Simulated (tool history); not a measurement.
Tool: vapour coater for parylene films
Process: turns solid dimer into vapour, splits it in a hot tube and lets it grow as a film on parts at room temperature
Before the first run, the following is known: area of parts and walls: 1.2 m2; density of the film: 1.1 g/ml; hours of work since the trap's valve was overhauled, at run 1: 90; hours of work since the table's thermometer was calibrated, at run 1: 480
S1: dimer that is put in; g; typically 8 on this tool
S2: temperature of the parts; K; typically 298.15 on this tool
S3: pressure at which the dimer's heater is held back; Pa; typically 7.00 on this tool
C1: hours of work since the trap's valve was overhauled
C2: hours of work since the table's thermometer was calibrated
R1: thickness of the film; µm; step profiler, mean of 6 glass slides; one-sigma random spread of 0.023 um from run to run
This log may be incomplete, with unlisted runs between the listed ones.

run   hour  S1      S2     S3   C1   C2    R1
  1    0.0   8  298.15   7.00   90  480  3.55
  2   21.2   8  298.15   7.00  103  492  3.53
  3   45.5   8  298.15   7.00  118  507  3.50
  4   72.9   8  298.15  11.30  134  523  3.27
  5   96.8   8  298.15  11.30  148  538  3.28
  6  120.2   8  295.15   7.00  163  552  3.73
     123.9  -- table's thermometer calibrated
  7  152.2   8  295.15   7.00  181   17  3.77
  8  169.4   8  306.15   4.48  191   27  2.77

What will run 9 give?
  9  187.0  13  293.15  7.00  202  38   ?

{"run 9": {"R1": 6.35}}
Were there no unlogged condition in the tool, this run, its random variation unchanged, would have produced R1 6.93 µm.
